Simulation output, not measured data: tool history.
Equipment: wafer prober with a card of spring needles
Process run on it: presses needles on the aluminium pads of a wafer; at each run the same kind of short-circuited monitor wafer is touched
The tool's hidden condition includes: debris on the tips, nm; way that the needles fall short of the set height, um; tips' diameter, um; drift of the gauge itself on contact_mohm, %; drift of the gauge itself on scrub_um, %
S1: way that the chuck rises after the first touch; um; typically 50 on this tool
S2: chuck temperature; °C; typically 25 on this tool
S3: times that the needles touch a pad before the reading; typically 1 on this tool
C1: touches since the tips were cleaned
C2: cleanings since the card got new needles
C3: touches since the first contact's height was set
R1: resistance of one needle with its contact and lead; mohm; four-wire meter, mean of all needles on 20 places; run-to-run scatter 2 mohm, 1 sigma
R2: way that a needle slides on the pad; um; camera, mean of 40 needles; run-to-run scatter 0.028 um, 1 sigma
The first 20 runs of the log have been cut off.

-- day=24.15 tips cleaned on abrasive film
-- day=24.962 tips cleaned on abrasive film
run 21 day=24.975 | S1=41 S2=73 S3=1 | C1=69 C2=36 C3=87224 | R1=277 R2=8.45
-- day=25.733 tips cleaned on abrasive film
-- day=26.592 tips cleaned on abrasive film
run 22 day=26.729 | S1=41 S2=73 S3=1 | C1=1044 C2=38 C3=100341 | R1=445 R2=8.34
-- day=27.367 tips cleaned on abrasive film
run 23 day=28.05 | S1=41 S2=73 S3=1 | C1=5147 C2=39 C3=110226 | R1=725 R2=8.36
-- day=28.204 tips cleaned on abrasive film
-- day=29.012 tips cleaned on abrasive film
run 24 day=29.529 | S1=41 S2=73 S3=1 | C1=3873 C2=41 C3=121241 | R1=686 R2=8.35
-- day=29.796 tips cleaned on abrasive film
-- day=30.633 tips cleaned on abrasive film
run 25 day=30.754 | S1=55 S2=52 S3=2 | C1=889 C2=43 C3=130359 | R1=280 R2=11.29
-- day=30.858 height of the first contact set anew
-- day=31.529 tips cleaned on abrasive film
run 26 day=31.596 | S1=38 S2=81 S3=2 | C1=500 C2=44 C3=5481 | R1=354 R2=7.98
-- day=32.358 tips cleaned on abrasive film
run 27 day=32.762 | S1=39 S2=93 S3=1 | C1=3042 C2=45 C3=14215 | R1=664 R2=8.13
-- day=33.121 tips cleaned on abrasive film
run 28 day=33.575 | S1=50 S2=63 S3=1 | C1=3411 C2=46 C3=20284 | R1=521 R2=10.45
-- day=33.967 tips cleaned on abrasive film
-- day=34.758 tips cleaned on abrasive film
run 29 day=34.8 | S1=43 S2=32 S3=1 | C1=312 C2=48 C3=29399 | R1=317 R2=8.95
-- day=35.546 tips cleaned on abrasive film
run 30 day=35.688 | S1=43 S2=32 S3=1 | C1=1063 C2=49 C3=36026 | R1=488 R2=8.9

Each row is a separate what-if for the run after 30, all from the same tool condition, not one after another. Results?
-- day=36.312 tips cleaned on abrasive film
-- day=37.162 tips cleaned on abrasive film
run A day=37.167 | S1=50 S2=31 S3=2 | C1=15 C2=51 C3=47058 | R1=? R2=?
-- day=36.312 tips cleaned on abrasive film
-- day=37.162 tips cleaned on abrasive film
run B day=37.167 | S1=34 S2=109 S3=1 | C1=15 C2=51 C3=47058 | R1=? R2=?
-- day=36.312 tips cleaned on abrasive film
-- day=37.162 tips cleaned on abrasive film
run C day=37.167 | S1=43 S2=32 S3=2 | C1=15 C2=51 C3=47058 | R1=? R2=?
-- day=36.312 tips cleaned on abrasive film
-- day=37.162 tips cleaned on abrasive film
run D day=37.167 | S1=58 S2=31 S3=1 | C1=15 C2=51 C3=47058 | R1=? R2=?

run=A R1=230 R2=10.41
run=B R1=306 R2=7
run=C R1=244 R2=8.92
run=D R1=232 R2=12
Without the tool's hidden state the same runs would have given:
run=A R1=211 R2=10.51
run=B R1=250 R2=7.1
run=C R1=219 R2=9.02
run=D R1=209 R2=12.1
